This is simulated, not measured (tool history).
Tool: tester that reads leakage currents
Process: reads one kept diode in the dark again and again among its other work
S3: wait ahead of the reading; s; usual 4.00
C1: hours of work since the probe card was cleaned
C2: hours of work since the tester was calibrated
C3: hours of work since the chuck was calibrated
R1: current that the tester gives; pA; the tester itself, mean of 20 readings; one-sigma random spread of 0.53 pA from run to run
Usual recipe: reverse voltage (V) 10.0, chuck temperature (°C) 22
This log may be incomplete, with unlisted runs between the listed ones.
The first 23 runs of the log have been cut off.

run 24 hour=1401.8 | reverse_voltage_(V)=11.6 chuck_temperature_(°C)=26 S3=4.43 | C1=1325 C2=33 C3=446 | R1=265.69
run 25 hour=1452.7 | reverse_voltage_(V)=10.0 chuck_temperature_(°C)=54 S3=3.64 | C1=1349 C2=58 C3=470 | R1=2503.98
run 26 hour=1493.7 | reverse_voltage_(V)=10.0 chuck_temperature_(°C)=54 S3=3.64 | C1=1369 C2=77 C3=490 | R1=2490.08
run 27 hour=1573.3 | reverse_voltage_(V)=3.2 chuck_temperature_(°C)=29 S3=0.34 | C1=1407 C2=115 C3=528 | R1=181.32
run 28 hour=1659.3 | reverse_voltage_(V)=7.9 chuck_temperature_(°C)=42 S3=4.00 | C1=1448 C2=156 C3=569 | R1=849.09
run 29 hour=1704.8 | reverse_voltage_(V)=11.7 chuck_temperature_(°C)=41 S3=4.00 | C1=1470 C2=178 C3=590 | R1=951.24
run 30 hour=1777.8 | reverse_voltage_(V)=11.7 chuck_temperature_(°C)=27 S3=0.66 | C1=1504 C2=213 C3=625 | R1=291.74
run 31 hour=1850.7 | reverse_voltage_(V)=10.0 chuck_temperature_(°C)=30 S3=0.67 | C1=1539 C2=248 C3=660 | R1=346.92
run 32 hour=1907.6 | reverse_voltage_(V)=11.7 chuck_temperature_(°C)=34 S3=7.52 | C1=1566 C2=275 C3=687 | R1=524.00
run 33 hour=1967.2 | reverse_voltage_(V)=11.7 chuck_temperature_(°C)=34 S3=7.52 | C1=1595 C2=303 C3=716 | R1=521.99
run 34 hour=2030.0 | reverse_voltage_(V)=1.8 chuck_temperature_(°C)=25 S3=2.72 | C1=1625 C2=333 C3=746 | R1=90.94
run 35 hour=2104.6 | reverse_voltage_(V)=6.4 chuck_temperature_(°C)=22 S3=9.77 | C1=1661 C2=369 C3=781 | R1=131.84
run 36 hour=2169.0 | reverse_voltage_(V)=3.7 chuck_temperature_(°C)=21 S3=4.00 | C1=1691 C2=400 C3=812 | R1=90.78
run 37 hour=2211.2 | reverse_voltage_(V)=10.0 chuck_temperature_(°C)=22 S3=0.34 | C1=1711 C2=420 C3=832 | R1=173.84
run 38 hour=2272.8 | reverse_voltage_(V)=10.0 chuck_temperature_(°C)=51 S3=1.15 | C1=1741 C2=449 C3=862 | R1=1905.30
run 39 hour=2353.3 | reverse_voltage_(V)=4.2 chuck_temperature_(°C)=26 S3=0.55 | C1=1779 C2=488 C3=900 | R1=153.51
run 40 hour=2401.2 | reverse_voltage_(V)=10.0 chuck_temperature_(°C)=21 S3=0.99 | C1=1802 C2=510 C3=923 | R1=152.39

3 options for the next run, each taken on its own from the tool as it stands now. Forecast them:
run A hour=2451.6 | reverse_voltage_(V)=1.9 chuck_temperature_(°C)=39 S3=0.99 | C1=1826 C2=535 C3=947 | R1=?
run B hour=2451.6 | reverse_voltage_(V)=1.1 chuck_temperature_(°C)=21 S3=0.99 | C1=1826 C2=535 C3=947 | R1=?
run C hour=2451.6 | reverse_voltage_(V)=12.2 chuck_temperature_(°C)=48 S3=5.59 | C1=1826 C2=535 C3=947 | R1=?

run=A R1=313.44
run=B R1=48.14
run=C R1=1656.00
Take away the tool's hidden state, keep each run's random variation, and the runs would have read:
run=A R1=341.19
run=B R1=52.41
run=C R1=1792.02

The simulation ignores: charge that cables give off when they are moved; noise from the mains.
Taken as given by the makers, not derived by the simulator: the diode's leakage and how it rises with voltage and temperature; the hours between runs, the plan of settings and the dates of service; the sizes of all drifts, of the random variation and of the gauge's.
